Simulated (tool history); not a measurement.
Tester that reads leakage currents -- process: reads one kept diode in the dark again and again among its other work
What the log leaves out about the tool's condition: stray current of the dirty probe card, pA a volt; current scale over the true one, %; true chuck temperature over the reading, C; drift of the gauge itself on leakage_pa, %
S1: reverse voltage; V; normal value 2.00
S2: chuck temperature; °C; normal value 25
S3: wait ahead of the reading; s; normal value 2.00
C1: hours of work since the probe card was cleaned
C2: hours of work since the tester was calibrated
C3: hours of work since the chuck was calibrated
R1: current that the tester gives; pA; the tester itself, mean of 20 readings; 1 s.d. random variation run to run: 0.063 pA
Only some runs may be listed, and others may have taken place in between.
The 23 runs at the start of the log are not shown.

run	day	S1	S2	S3	C1	C2	C3	R1
24	138.567	2.00	56	2.00	3254	687	196	131.57
25	145.396	2.00	56	0.58	3380	813	322	131.38
# day 148.371: probe card cleaned and baked
26	148.862	2.00	56	0.58	9	875	384	126.36
27	155.971	7.23	28	0.33	140	1006	515	31.26
28	163.992	16.35	34	4.96	288	1154	662	60.98
29	170.042	2.22	45	4.96	399	1265	774	60.76
30	174.108	10.01	50	0.45	474	1340	849	161.10
31	179.979	1.95	42	2.00	582	1448	957	46.20
32	184.962	1.54	24	2.00	674	1540	1049	10.85
33	191.433	5.58	34	0.84	794	1659	1168	41.55
34	199.217	5.58	34	0.84	937	1803	1312	42.24
35	202.612	3.62	44	1.58	1000	1865	1374	69.45
36	210.138	6.25	25	1.32	1138	2004	1513	24.48
37	217.354	6.25	25	1.32	1271	2137	1646	25.00
38	221.908	6.25	25	1.32	1355	2221	1730	25.40

Branching from run 38: 3 alternative next runs. What would each branch give?
A	226.054	2.00	57	2.00	1432	2297	1806	?
B	226.054	3.91	26	2.00	1432	2297	1806	?
C	226.054	8.59	55	3.49	1432	2297	1806	?

run	R1
A	133.19
B	20.98
C	209.52
Stripped of hidden state, with their random variation kept, the same runs would have yielded:
run	R1
A	137.88
B	18.07
C	211.30
